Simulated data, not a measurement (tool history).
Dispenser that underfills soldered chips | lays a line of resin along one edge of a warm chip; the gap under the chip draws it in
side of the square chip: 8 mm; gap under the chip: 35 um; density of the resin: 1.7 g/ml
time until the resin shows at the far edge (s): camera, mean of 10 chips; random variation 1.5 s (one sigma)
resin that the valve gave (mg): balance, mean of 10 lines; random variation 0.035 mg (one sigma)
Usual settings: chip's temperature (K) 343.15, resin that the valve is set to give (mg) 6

run	hour	chip's temperature (K)	resin that the valve is set to give (mg)	time until the resin shows at the far edge (s)	resin that the valve gave (mg)
1	0	343.15	6	212.3	6.03
2	12.4	343.15	6	177.9	5.93
3	24.4	343.15	6	151.2	5.88
4	30.4	343.15	6	188.5	5.87
5	36.6	343.15	6	234.9	5.85
6	48.6	343.15	6	191.1	5.8
7	55.2	331.15	7.58	402.2	7.53
8	60.8	330.15	7.74	281.2	7.74
9	67.9	357.15	7.78	112	7.74
10	79.4	357.15	7.78	92.4	7.71

Not shown: 6 entries that the log had between the listed runs. Between which runs, and how does the tool's hidden state differ before and after?
Between runs 1 and 2: new syringe of resin (hour 5.3)
  resin's viscosity, % of fresh resin's: 154 -> 130.6; dose that the valve gives, % of what is set: 99.21 -> 98.5; true chip temperature over the reading, C: 1.05 -> 1.09
  measured less the result without the state, time until the resin shows at the far edge (s): +68.2 -> +35.1; resin that the valve gave (mg): -0.05 -> -0.09
Between runs 2 and 3: new syringe of resin (hour 22.6)
  resin's viscosity, % of fresh resin's: 130.6 -> 108; dose that the valve gives, % of what is set: 98.5 -> 97.83; true chip temperature over the reading, C: 1.09 -> 1.14
  measured less the result without the state, time until the resin shows at the far edge (s): +35.1 -> +4.4; resin that the valve gave (mg): -0.09 -> -0.13
Between runs 5 and 6: new syringe of resin (hour 39.2)
  resin's viscosity, % of fresh resin's: 172.5 -> 139; dose that the valve gives, % of what is set: 97.13 -> 96.5; true chip temperature over the reading, C: 1.19 -> 1.24
  measured less the result without the state, time until the resin shows at the far edge (s): +92 -> +46.4; resin that the valve gave (mg): -0.17 -> -0.21
Between runs 6 and 7: dispensing valve cleaned and set on the balance (hour 53.5)
  resin's viscosity, % of fresh resin's: 139 -> 172.2; dose that the valve gives, % of what is set: 96.5 -> 99.63; true chip temperature over the reading, C: 1.24 -> 1.27
  measured less the result without the state, time until the resin shows at the far edge (s): +46.4 -> +154.3; resin that the valve gave (mg): -0.21 -> -0.03
Between runs 7 and 8: new syringe of resin (hour 57.3)
  resin's viscosity, % of fresh resin's: 172.2 -> 113.6; dose that the valve gives, % of what is set: 99.63 -> 99.33; true chip temperature over the reading, C: 1.27 -> 1.29
  measured less the result without the state, time until the resin shows at the far edge (s): +154.3 -> +17.9; resin that the valve gave (mg): -0.03 -> -0.05
Between runs 9 and 10: new syringe of resin (hour 74)
  resin's viscosity, % of fresh resin's: 149.7 -> 122.3; dose that the valve gives, % of what is set: 98.97 -> 98.33; true chip temperature over the reading, C: 1.32 -> 1.37
  measured less the result without the state, time until the resin shows at the far edge (s): +33.1 -> +12.5; resin that the valve gave (mg): -0.08 -> -0.13

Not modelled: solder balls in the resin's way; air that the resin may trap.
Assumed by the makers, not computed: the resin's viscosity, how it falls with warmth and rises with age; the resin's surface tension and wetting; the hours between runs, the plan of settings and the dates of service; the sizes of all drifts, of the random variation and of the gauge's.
